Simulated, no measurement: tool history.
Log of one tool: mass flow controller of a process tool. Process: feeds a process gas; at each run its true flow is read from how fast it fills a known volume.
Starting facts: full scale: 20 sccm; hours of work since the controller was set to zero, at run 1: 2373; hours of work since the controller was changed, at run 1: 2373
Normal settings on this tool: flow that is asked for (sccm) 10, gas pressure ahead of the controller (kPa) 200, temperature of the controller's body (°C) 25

run    hour  flow that is asked for (sccm)  gas pressure ahead of the controller (kPa)  temperature of the controller's body (°C)  hours of work since the controller was set to zero  hours of work since the controller was changed  true flow (%)
  1     0.0                             10                                         200                                         25                                                2373                                            2373          98.76
  2    41.0                             10                                         200                                         25                                                2386                                            2386          98.75
  3   106.3                             10                                         200                                         25                                                2407                                            2407          98.78
  4   165.7                             10                                         200                                         25                                                2427                                            2427          98.75
  5   236.1                             15                                         200                                         25                                                2449                                            2449          99.32
  6   291.0                             15                                         200                                         25                                                2467                                            2467          99.28
  7   373.5                             10                                         200                                         25                                                2494                                            2494          98.65
  8   427.4                             10                                         200                                         25                                                2512                                            2512          98.64
  9   466.7                             10                                         200                                         25                                                2524                                            2524          98.55
 10   548.3                             10                                         200                                         25                                                2551                                            2551          98.54
 11   590.7                             10                                         200                                         25                                                2565                                            2565          98.53
 12   652.9                             10                                         200                                         25                                                2585                                            2585          98.57
 13   697.6                              6                                         200                                         25                                                2600                                            2600          98.13
 14   763.6                             10                                         200                                         25                                                2621                                            2621          98.44
 15   827.8                             10                                         200                                         25                                                2642                                            2642          98.49
 16   913.6                             10                                         200                                         25                                                2670                                            2670          98.54
 17   982.4                             10                                         200                                         25                                                2692                                            2692          98.47
 18  1038.2                             10                                         200                                         25                                                2710                                            2710          98.40
 19  1098.8                             10                                         200                                         25                                                2730                                            2730          98.48
 20  1180.5                             10                                         200                                         25                                                2757                                            2757          98.27
 21  1239.1                             10                                         200                                         25                                                2776                                            2776          98.29
 22  1279.5                             10                                         200                                         23                                                2789                                            2789          98.23
 23  1324.8                              3                                         233                                         25                                                2804                                            2804          97.74
 24  1386.2                              3                                         233                                         25                                                2824                                            2824          97.61
 25  1445.5                              8                                         221                                         29                                                2843                                            2843          98.53
 26  1514.2                             14                                         155                                         39                                                2865                                            2865          99.62
 27  1596.9                              5                                         208                                         39                                                2892                                            2892          98.83
 28  1650.4                              5                                         208                                         39                                                2910                                            2910          98.83
 29  1687.6                              5                                         208                                         39                                                2922                                            2922          98.71
 30  1764.8                             10                                         271                                         39                                                2947                                            2947          99.68
 31  1812.9                             10                                         271                                         39                                                2962                                            2962          99.84
 32  1868.3                              3                                         200                                         30                                                2980                                            2980          97.71
 33  1935.1                             10                                         200                                         30                                                3002                                            3002          98.51
 34  2010.6                             10                                         198                                         32                                                3027                                            3027          98.69
 35  2051.9                             10                                         198                                         32                                                3040                                            3040          98.66
 36  2128.8                             10                                         198                                         32                                                3065                                            3065          98.69
 37  2191.8                             10                                         237                                         32                                                3086                                            3086          98.89
 38  2257.2                             10                                         237                                         32                                                3107                                            3107          98.93
 39  2301.6                              5                                         200                                         27                                                3121                                            3121          97.55
     2357.3  -- gauge calibrated
 40  2363.0                              5                                         200                                         27                                                3141                                            3141          98.30

Results for each run, recomputed without the tool's hidden state and with each run's random variation untouched:
Hidden state at play: flow at rest that the sensor doesn't see, % of full scale; true flow over the shown one, %; drift of the gauge itself on true_pct, %.
run  true flow (%)
  1          98.74
  2          98.75
  3          98.80
  4          98.79
  5          99.38
  6          99.35
  7          98.75
  8          98.75
  9          98.67
 10          98.69
 11          98.70
 12          98.75
 13          98.33
 14          98.66
 15          98.73
 16          98.81
 17          98.76
 18          98.70
 19          98.80
 20          98.62
 21          98.66
 22          98.61
 23          98.15
 24          98.04
 25          98.96
 26         100.07
 27          99.32
 28          99.33
 29          99.23
 30         100.22
 31         100.39
 32          98.28
 33          99.10
 34          99.30
 35          99.28
 36          99.34
 37          99.56
 38          99.62
 39          98.25
 40          98.30
